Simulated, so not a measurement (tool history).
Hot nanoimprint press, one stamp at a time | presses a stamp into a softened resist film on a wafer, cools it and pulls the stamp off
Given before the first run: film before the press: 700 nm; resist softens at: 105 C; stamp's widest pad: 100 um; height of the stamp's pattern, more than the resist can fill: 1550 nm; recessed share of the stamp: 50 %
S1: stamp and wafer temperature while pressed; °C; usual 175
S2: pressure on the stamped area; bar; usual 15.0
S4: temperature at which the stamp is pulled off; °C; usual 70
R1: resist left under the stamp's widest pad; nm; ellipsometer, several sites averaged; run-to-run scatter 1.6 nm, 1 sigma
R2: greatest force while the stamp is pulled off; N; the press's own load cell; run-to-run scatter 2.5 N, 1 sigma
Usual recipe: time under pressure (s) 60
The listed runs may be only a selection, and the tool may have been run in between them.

{"run": 1, "hour": 0.0, "S1": 175, "S2": 15.0, "time under pressure (s)": 60, "S4": 70, "R1": 272.1, "R2": 120}
{"run": 2, "hour": 19.0, "S1": 175, "S2": 15.0, "time under pressure (s)": 90, "S4": 70, "R1": 233.8, "R2": 116}
{"run": 3, "hour": 34.9, "S1": 175, "S2": 15.0, "time under pressure (s)": 90, "S4": 57, "R1": 232.2, "R2": 152}
{"run": 4, "hour": 49.6, "S1": 175, "S2": 15.0, "time under pressure (s)": 90, "S4": 57, "R1": 230.9, "R2": 153}
{"run": 5, "hour": 65.7, "S1": 175, "S2": 15.0, "time under pressure (s)": 90, "S4": 57, "R1": 231.9, "R2": 155}
{"run": 6, "hour": 87.1, "S1": 175, "S2": 15.0, "time under pressure (s)": 90, "S4": 57, "R1": 235.4, "R2": 149}
{"run": 7, "hour": 102.1, "S1": 175, "S2": 15.0, "time under pressure (s)": 90, "S4": 57, "R1": 231.4, "R2": 149}
{"run": 8, "hour": 121.1, "S1": 175, "S2": 15.0, "time under pressure (s)": 90, "S4": 74, "R1": 230.6, "R2": 101}
{"run": 9, "hour": 140.1, "S1": 175, "S2": 15.0, "time under pressure (s)": 60, "S4": 70, "R1": 276.1, "R2": 109}
{"run": 10, "hour": 149.6, "S1": 175, "S2": 15.0, "time under pressure (s)": 60, "S4": 70, "R1": 267.7, "R2": 113}
{"run": 11, "hour": 165.5, "S1": 175, "S2": 15.0, "time under pressure (s)": 37, "S4": 70, "R1": 321.0, "R2": 115}
{"run": 12, "hour": 184.5, "S1": 175, "S2": 15.0, "time under pressure (s)": 37, "S4": 70, "R1": 320.6, "R2": 117}
{"run": 13, "hour": 203.5, "S1": 175, "S2": 15.0, "time under pressure (s)": 60, "S4": 70, "R1": 269.2, "R2": 110}
{"run": 14, "hour": 224.5, "S1": 175, "S2": 15.0, "time under pressure (s)": 60, "S4": 70, "R1": 267.9, "R2": 114}
{"run": 15, "hour": 246.1, "S1": 175, "S2": 15.0, "time under pressure (s)": 60, "S4": 70, "R1": 272.8, "R2": 118}
{"run": 16, "hour": 264.4, "S1": 173, "S2": 10.8, "time under pressure (s)": 60, "S4": 70, "R1": 348.5, "R2": 117}
{"run": 17, "hour": 274.7, "S1": 173, "S2": 21.3, "time under pressure (s)": 44, "S4": 60, "R1": 273.1, "R2": 145}
{"run": 18, "hour": 285.3, "S1": 175, "S2": 19.8, "time under pressure (s)": 60, "S4": 70, "R1": 231.1, "R2": 117}
{"run": 19, "hour": 296.9, "S1": 175, "S2": 23.9, "time under pressure (s)": 78, "S4": 70, "R1": 190.6, "R2": 118}
{"run": 20, "hour": 311.0, "S1": 175, "S2": 23.9, "time under pressure (s)": 78, "S4": 70, "R1": 189.4, "R2": 115}
{"run": 21, "hour": 323.0, "S1": 175, "S2": 23.9, "time under pressure (s)": 35, "S4": 70, "R1": 257.1, "R2": 115}
{"run": 22, "hour": 338.2, "S1": 175, "S2": 23.9, "time under pressure (s)": 35, "S4": 70, "R1": 258.5, "R2": 116}
{"run": 23, "hour": 355.3, "S1": 165, "S2": 23.0, "time under pressure (s)": 68, "S4": 72, "R1": 316.0, "R2": 112}
{"run": 24, "hour": 377.6, "S1": 165, "S2": 23.0, "time under pressure (s)": 68, "S4": 72, "R1": 313.5, "R2": 112}
{"run": 25, "hour": 399.0, "S1": 169, "S2": 10.9, "time under pressure (s)": 64, "S4": 77, "R1": 391.1, "R2": 93}
{"run": 26, "hour": 420.0, "S1": 169, "S2": 10.9, "time under pressure (s)": 64, "S4": 77, "R1": 390.9, "R2": 95}
{"run": 27, "hour": 432.8, "S1": 186, "S2": 15.0, "time under pressure (s)": 111, "S4": 55, "R1": 138.4, "R2": 162}
{"hour": 440.7, "done": "plate thermocouple calibrated"}
{"run": 28, "hour": 457.8, "S1": 168, "S2": 12.3, "time under pressure (s)": 31, "S4": 77, "R1": 471.4, "R2": 92}
{"run": 29, "hour": 474.6, "S1": 168, "S2": 12.3, "time under pressure (s)": 31, "S4": 77, "R1": 470.9, "R2": 91}
{"run": 30, "hour": 485.7, "S1": 168, "S2": 12.3, "time under pressure (s)": 31, "S4": 77, "R1": 474.2, "R2": 95}

What if the next run were any one of these 4? Each begins from the tool's condition after run 30:
{"run": "A", "hour": 496.9, "S1": 180, "S2": 10.7, "time under pressure (s)": 60, "S4": 70, "R1": "?", "R2": "?"}
{"run": "B", "hour": 496.9, "S1": 175, "S2": 18.9, "time under pressure (s)": 117, "S4": 70, "R1": "?", "R2": "?"}
{"run": "C", "hour": 496.9, "S1": 175, "S2": 9.9, "time under pressure (s)": 60, "S4": 70, "R1": "?", "R2": "?"}
{"run": "D", "hour": 496.9, "S1": 175, "S2": 15.0, "time under pressure (s)": 60, "S4": 70, "R1": "?", "R2": "?"}

run=A R1=266.3 R2=113
run=B R1=184.3 R2=117
run=C R1=335.4 R2=112
run=D R1=269.6 R2=111
Stripped of hidden state, with their random variation kept, the same runs would have yielded:
run=A R1=266.2 R2=112
run=B R1=184.2 R2=116
run=C R1=335.2 R2=111
run=D R1=269.4 R2=110
